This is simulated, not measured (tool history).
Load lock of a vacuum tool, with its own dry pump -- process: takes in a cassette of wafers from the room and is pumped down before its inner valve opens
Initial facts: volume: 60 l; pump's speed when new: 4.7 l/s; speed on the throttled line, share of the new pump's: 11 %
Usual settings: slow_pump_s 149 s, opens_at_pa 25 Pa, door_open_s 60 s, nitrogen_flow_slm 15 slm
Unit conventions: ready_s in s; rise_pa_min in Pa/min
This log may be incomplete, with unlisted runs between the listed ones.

run	hour	slow_pump_s	opens_at_pa	door_open_s	nitrogen_flow_slm	incoming humidity of the room's air, %	ready_s	rise_pa_min
1	0.0	149	25	60	15	47.9	245.9	0.224
2	414.4	149	25	60	15	46.7	245.2	0.232
3	689.8	149	25	60	15	44.8	244.0	0.232
4	879.5	149	25	60	15	45.0	244.5	0.237
5	1071.2	149	27	60	15	44.8	248.4	0.237
6	1305.4	149	27	60	15	42.3	246.3	0.241
# hour 1403.5: door's seal changed, seat wiped
7	1715.4	149	27	60	15	47.3	245.9	0.056
8	1995.4	149	27	60	15	46.4	245.9	0.051
9	2334.5	149	26	60	15	42.1	249.2	0.051
10	2636.4	157	46	161	15	46.9	248.7	0.077
11	2829.2	101	25	60	15	42.8	205.3	0.054
12	3284.4	101	25	225	8	45.7	207.1	0.106
13	3679.4	101	37	225	8	47.2	202.2	0.110
14	4129.3	149	18	35	5	47.7	256.1	0.066

What does the tool deliver on the next run?
15	4483.7	149	18	35	5	45.5	?	?

{"run 15": {"ready_s": 256.2, "rise_pa_min": 0.068}}
On a tool with no hidden condition, and with the same random variation, this run would have come out at ready_s 243.6 s, rise_pa_min 0.054 Pa/min.

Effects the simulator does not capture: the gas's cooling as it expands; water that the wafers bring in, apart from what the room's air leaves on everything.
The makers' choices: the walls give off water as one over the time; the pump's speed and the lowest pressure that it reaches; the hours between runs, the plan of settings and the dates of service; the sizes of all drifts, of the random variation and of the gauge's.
